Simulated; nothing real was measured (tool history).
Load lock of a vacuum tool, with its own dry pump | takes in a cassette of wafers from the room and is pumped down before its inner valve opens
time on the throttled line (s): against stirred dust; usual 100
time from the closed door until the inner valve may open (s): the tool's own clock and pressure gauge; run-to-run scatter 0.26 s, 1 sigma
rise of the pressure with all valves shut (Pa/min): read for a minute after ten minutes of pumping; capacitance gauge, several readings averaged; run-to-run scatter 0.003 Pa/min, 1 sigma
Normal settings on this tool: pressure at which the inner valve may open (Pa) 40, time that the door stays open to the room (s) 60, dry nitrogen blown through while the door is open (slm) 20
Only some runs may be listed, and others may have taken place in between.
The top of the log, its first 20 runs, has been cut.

run	hour	time on the throttled line (s)	pressure at which the inner valve may open (Pa)	time that the door stays open to the room (s)	dry nitrogen blown through while the door is open (slm)	hours that the pump has run since its overhaul	times that the door has closed on its seal	incoming humidity of the room's air, %	time from the closed door until the inner valve may open (s)	rise of the pressure with all valves shut (Pa/min)
21	10553.9	97	71	191	18	2863	26780	44.4	131.5	0.283
22	10943.5	97	71	26	18	3253	28334	43.6	131.8	0.259
23	11501.7	100	40	88	20	3811	30561	45.2	138.3	0.308
24	11925.7	100	42	74	20	4235	32252	43.3	138.0	0.327
25	12501.0	100	42	74	20	4810	34547	45.7	138.1	0.350
26	12835.5	100	42	74	20	5145	35881	40.8	138.7	0.374
27	13508.8	79	30	60	5	5818	38567	43.5	121.8	0.434
# hour 13868.0: door's seal changed, seat wiped
28	14009.7	79	30	60	5	6318	565	42.0	121.8	0.051
29	14617.9	158	30	87	23	6926	2991	43.7	193.2	0.051
30	15053.0	106	30	135	23	7361	4727	46.1	146.3	0.072
31	15381.5	106	42	135	7	7689	6037	45.0	144.5	0.100
32	15913.0	106	42	135	7	8221	8158	44.3	144.8	0.105
33	16283.9	106	39	135	5	8592	9637	44.7	145.5	0.118
34	16934.7	106	39	135	5	9243	12233	45.8	145.5	0.141
35	17361.1	100	40	194	4	9669	13934	46.7	140.8	0.172
36	17765.6	100	40	194	4	10074	15548	47.8	140.6	0.189

Predict each of these 5 candidate next runs independently; none follows another, all start after run 36:
A	18436.8	100	40	70	4	10745	18225	42.2	?	?
B	18436.8	100	40	60	41	10745	18225	46.6	?	?
C	18436.8	125	64	194	4	10745	18225	42.7	?	?
D	18436.8	51	76	194	27	10745	18225	43.6	?	?
E	18436.8	188	49	194	37	10745	18225	44.3	?	?

run	time from the closed door until the inner valve may open (s)	rise of the pressure with all valves shut (Pa/min)
A	140.8	0.175
B	140.6	0.149
C	159.3	0.198
D	93.0	0.180
E	217.9	0.163
Stripped of hidden state, with their random variation kept, the same runs would have yielded:
run	time from the closed door until the inner valve may open (s)	rise of the pressure with all valves shut (Pa/min)
A	136.6	0.058
B	136.4	0.033
C	155.7	0.085
D	88.7	0.063
E	214.8	0.047

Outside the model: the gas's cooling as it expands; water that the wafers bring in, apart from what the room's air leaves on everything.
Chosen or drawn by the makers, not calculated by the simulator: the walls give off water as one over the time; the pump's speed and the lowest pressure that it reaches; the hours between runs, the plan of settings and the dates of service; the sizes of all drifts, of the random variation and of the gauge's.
